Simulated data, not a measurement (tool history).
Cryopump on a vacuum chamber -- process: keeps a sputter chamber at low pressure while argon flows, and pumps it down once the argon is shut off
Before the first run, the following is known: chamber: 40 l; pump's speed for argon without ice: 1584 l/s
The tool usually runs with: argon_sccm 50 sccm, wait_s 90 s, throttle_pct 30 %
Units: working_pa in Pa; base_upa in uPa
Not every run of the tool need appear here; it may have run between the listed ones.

run 1 hour=0 | argon_sccm=50 wait_s=90 throttle_pct=30 | working_pa=0.1794 base_upa=2.17
run 2 hour=29.2 | argon_sccm=50 wait_s=90 throttle_pct=30 | working_pa=0.1793 base_upa=2.12
run 3 hour=59.8 | argon_sccm=50 wait_s=21 throttle_pct=30 | working_pa=0.1801 base_upa=4.42
run 4 hour=99.2 | argon_sccm=50 wait_s=106 throttle_pct=30 | working_pa=0.1799 base_upa=2.03
run 5 hour=119.8 | argon_sccm=50 wait_s=106 throttle_pct=30 | working_pa=0.1806 base_upa=1.96
run 6 hour=136.6 | argon_sccm=50 wait_s=106 throttle_pct=30 | working_pa=0.1798 base_upa=2
run 7 hour=156.1 | argon_sccm=50 wait_s=106 throttle_pct=30 | working_pa=0.1804 base_upa=2.04
run 8 hour=176.9 | argon_sccm=37 wait_s=90 throttle_pct=30 | working_pa=0.1325 base_upa=2.1
run 9 hour=210.8 | argon_sccm=50 wait_s=90 throttle_pct=30 | working_pa=0.179 base_upa=2.17
run 10 hour=230.2 | argon_sccm=50 wait_s=90 throttle_pct=30 | working_pa=0.181 base_upa=2.21
run 11 hour=269.9 | argon_sccm=50 wait_s=90 throttle_pct=30 | working_pa=0.1815 base_upa=2.19
run 12 hour=302.9 | argon_sccm=77 wait_s=90 throttle_pct=30 | working_pa=0.2801 base_upa=2.21
run 13 hour=325.2 | argon_sccm=77 wait_s=90 throttle_pct=30 | working_pa=0.2772 base_upa=2.2
run 14 hour=345.4 | argon_sccm=77 wait_s=90 throttle_pct=30 | working_pa=0.2793 base_upa=2.23
run 15 hour=366.2 | argon_sccm=50 wait_s=90 throttle_pct=35 | working_pa=0.1571 base_upa=2.29
run 16 hour=395.8 | argon_sccm=50 wait_s=90 throttle_pct=35 | working_pa=0.1555 base_upa=2.28
run 17 hour=421.1 | argon_sccm=50 wait_s=255 throttle_pct=30 | working_pa=0.182 base_upa=1.8
run 18 hour=442.6 | argon_sccm=21 wait_s=38 throttle_pct=25 | working_pa=0.0918 base_upa=3.31
run 19 hour=471.3 | argon_sccm=26 wait_s=37 throttle_pct=26 | working_pa=0.109 base_upa=3.29
run 20 hour=496.1 | argon_sccm=50 wait_s=90 throttle_pct=40 | working_pa=0.1375 base_upa=2.35
run 21 hour=531.6 | argon_sccm=83 wait_s=23 throttle_pct=30 | working_pa=0.3045 base_upa=4.3
run 22 hour=561 | argon_sccm=30 wait_s=26 throttle_pct=37 | working_pa=0.0895 base_upa=4.02
run 23 hour=599.6 | argon_sccm=30 wait_s=192 throttle_pct=39 | working_pa=0.0854 base_upa=1.86
run 24 hour=620.8 | argon_sccm=100 wait_s=93 throttle_pct=30 | working_pa=0.3662 base_upa=2.34
run 25 hour=638.5 | argon_sccm=100 wait_s=93 throttle_pct=30 | working_pa=0.3645 base_upa=2.38
run 26 hour=665.7 | argon_sccm=37 wait_s=282 throttle_pct=27 | working_pa=0.1507 base_upa=1.94
run 27 hour=685.5 | argon_sccm=37 wait_s=282 throttle_pct=27 | working_pa=0.1505 base_upa=1.92
run 28 hour=702.5 | argon_sccm=44 wait_s=39 throttle_pct=42 | working_pa=0.1177 base_upa=3.33
run 29 hour=719.7 | argon_sccm=50 wait_s=90 throttle_pct=30 | working_pa=0.1849 base_upa=2.43
run 30 hour=757.9 | argon_sccm=24 wait_s=196 throttle_pct=16 | working_pa=0.1631 base_upa=2.16
run 31 hour=787.5 | argon_sccm=24 wait_s=196 throttle_pct=16 | working_pa=0.163 base_upa=2.1
run 32 hour=807.9 | argon_sccm=74 wait_s=90 throttle_pct=44 | working_pa=0.1901 base_upa=2.47
run 33 hour=827.9 | argon_sccm=53 wait_s=107 throttle_pct=17 | working_pa=0.3405 base_upa=2.4
run 34 hour=852.2 | argon_sccm=39 wait_s=41 throttle_pct=42 | working_pa=0.1052 base_upa=3.41

For each run, the measured value with the value that run would have given without the tool's hidden condition subtracted. The run-to-run variation is shared by both, the gauge scatter possibly not:
What the log doesn't record here: pump's speed, % of a pump's without ice; cold plate's temperature, K; leak into the chamber, uPa l/s; drift of the gauge itself on working_pa, %; drift of the gauge itself on base_upa, %.
run=1 working_pa=+0.001 base_upa=+1.25
run=2 working_pa=+0.0012 base_upa=+1.24
run=3 working_pa=+0.0015 base_upa=+1.24
run=4 working_pa=+0.0017 base_upa=+1.25
run=5 working_pa=+0.0018 base_upa=+1.23
run=6 working_pa=+0.002 base_upa=+1.24
run=7 working_pa=+0.0021 base_upa=+1.27
run=8 working_pa=+0.0016 base_upa=+1.27
run=9 working_pa=+0.0024 base_upa=+1.31
run=10 working_pa=+0.0026 base_upa=+1.33
run=11 working_pa=+0.003 base_upa=+1.32
run=12 working_pa=+0.0049 base_upa=+1.34
run=13 working_pa=+0.0051 base_upa=+1.32
run=14 working_pa=+0.0054 base_upa=+1.35
run=15 working_pa=+0.0036 base_upa=+1.39
run=16 working_pa=+0.0038 base_upa=+1.38
run=17 working_pa=+0.0041 base_upa=+1.38
run=18 working_pa=+0.0018 base_upa=+1.44
run=19 working_pa=+0.0023 base_upa=+1.42
run=20 working_pa=+0.0047 base_upa=+1.45
run=21 working_pa=+0.0082 base_upa=+1.43
run=22 working_pa=+0.0031 base_upa=+1.45
run=23 working_pa=+0.0032 base_upa=+1.42
run=24 working_pa=+0.0112 base_upa=+1.51
run=25 working_pa=+0.0113 base_upa=+1.51
run=26 working_pa=+0.0044 base_upa=+1.53
run=27 working_pa=+0.0045 base_upa=+1.51
run=28 working_pa=+0.0055 base_upa=+1.53
run=29 working_pa=+0.0065 base_upa=+1.55
run=30 working_pa=+0.0033 base_upa=+1.62
run=31 working_pa=+0.0034 base_upa=+1.57
run=32 working_pa=+0.0107 base_upa=+1.57
run=33 working_pa=+0.0078 base_upa=+1.62
run=34 working_pa=+0.0059 base_upa=+1.65

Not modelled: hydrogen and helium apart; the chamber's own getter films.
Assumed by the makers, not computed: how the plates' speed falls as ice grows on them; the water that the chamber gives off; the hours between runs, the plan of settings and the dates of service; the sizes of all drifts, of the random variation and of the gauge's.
